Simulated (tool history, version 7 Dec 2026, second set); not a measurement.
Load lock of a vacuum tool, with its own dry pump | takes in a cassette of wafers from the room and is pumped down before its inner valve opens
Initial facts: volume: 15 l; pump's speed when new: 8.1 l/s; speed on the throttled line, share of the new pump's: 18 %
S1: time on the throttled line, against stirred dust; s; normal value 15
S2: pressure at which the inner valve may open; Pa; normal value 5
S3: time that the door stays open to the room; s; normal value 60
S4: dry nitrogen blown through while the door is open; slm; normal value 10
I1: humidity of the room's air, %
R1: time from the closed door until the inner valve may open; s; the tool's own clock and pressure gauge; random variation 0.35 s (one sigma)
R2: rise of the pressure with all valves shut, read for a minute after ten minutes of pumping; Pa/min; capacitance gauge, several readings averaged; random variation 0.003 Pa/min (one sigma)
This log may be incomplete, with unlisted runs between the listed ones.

| run | day | S1 | S2 | S3 | S4 | I1 | R1 | R2 |
|---|---|---|---|---|---|---|---|---|
| 1 | 0.000 | 15 | 5 | 60 | 10 | 44.7 | 30.9 | 0.077 |
| 2 | 23.454 | 15 | 5 | 60 | 10 | 43.0 | 31.4 | 0.072 |
| 3 | 45.896 | 15 | 5 | 60 | 10 | 45.3 | 31.9 | 0.082 |
| 4 | 69.196 | 15 | 5 | 60 | 10 | 47.5 | 31.2 | 0.085 |
| 5 | 81.496 | 15 | 5 | 60 | 10 | 45.6 | 30.7 | 0.085 |
| 6 | 102.679 | 12 | 5 | 60 | 10 | 47.0 | 29.3 | 0.092 |
| 7 | 123.125 | 12 | 5 | 60 | 10 | 45.3 | 29.5 | 0.090 |
| 8 | 148.021 | 12 | 5 | 60 | 10 | 45.4 | 29.3 | 0.092 |
| 9 | 172.188 | 9 | 5 | 60 | 10 | 43.5 | 26.9 | 0.094 |
| 10 | 196.058 | 15 | 5 | 60 | 10 | 43.7 | 32.2 | 0.093 |
| 11 | 209.671 | 8 | 5 | 60 | 10 | 43.5 | 26.7 | 0.096 |
| 12 | 225.696 | 8 | 5 | 60 | 10 | 46.3 | 26.8 | 0.108 |
| 13 | 245.596 | 8 | 5 | 60 | 10 | 48.3 | 26.6 | 0.109 |
| 14 | 266.833 | 8 | 5 | 60 | 10 | 47.1 | 26.7 | 0.109 |
| 15 | 287.017 | 16 | 5 | 66 | 10 | 46.7 | 34.0 | 0.117 |
| 16 | 300.992 | 16 | 6 | 98 | 26 | 43.6 | 33.1 | 0.105 |
| 17 | 327.550 | 16 | 6 | 98 | 26 | 45.3 | 33.1 | 0.107 |
| 18 | 344.408 | 15 | 5 | 94 | 17 | 45.7 | 33.4 | 0.127 |
| 19 | 357.383 | 21 | 5 | 60 | 25 | 44.7 | 37.8 | 0.110 |
| 20 | 385.279 | 21 | 5 | 60 | 25 | 44.5 | 38.0 | 0.107 |
| 21 | 412.892 | 10 | 5 | 60 | 12 | 45.4 | 29.5 | 0.130 |
| 22 | 425.167 | 10 | 5 | 60 | 12 | 46.4 | 29.3 | 0.131 |
| 23 | 446.225 | 10 | 5 | 60 | 12 | 41.3 | 29.9 | 0.134 |
| 24 | 469.371 | 10 | 5 | 60 | 12 | 45.8 | 29.4 | 0.136 |
| 25 | 489.521 | 10 | 9 | 230 | 12 | 45.8 | 28.4 | 0.194 |
| 26 | 519.688 | 10 | 9 | 109 | 4 | 46.6 | 29.4 | 0.190 |
| 27 | 532.512 | 10 | 9 | 109 | 4 | 42.0 | 27.9 | 0.184 |
| 28 | 561.283 | 15 | 8 | 159 | 10 | 45.0 | 33.1 | 0.194 |

What if the next run were any one of these 5? Each begins from the tool's condition after run 28:
| A | 586.646 | 8 | 9 | 45 | 10 | 44.3 | ? | ? |
| B | 586.646 | 13 | 8 | 27 | 10 | 42.7 | ? | ? |
| C | 586.646 | 10 | 5 | 60 | 10 | 46.2 | ? | ? |
| D | 586.646 | 13 | 5 | 159 | 13 | 48.9 | ? | ? |
| E | 586.646 | 12 | 5 | 60 | 10 | 45.6 | ? | ? |

| run | R1 | R2 |
|---|---|---|
| A | 27.5 | 0.164 |
| B | 31.9 | 0.153 |
| C | 30.6 | 0.170 |
| D | 33.4 | 0.198 |
| E | 31.7 | 0.175 |
With no hidden state in the tool, these same runs would have given:
| run | R1 | R2 |
|---|---|---|
| A | 24.2 | 0.047 |
| B | 28.7 | 0.035 |
| C | 27.1 | 0.053 |
| D | 29.9 | 0.083 |
| E | 28.2 | 0.056 |
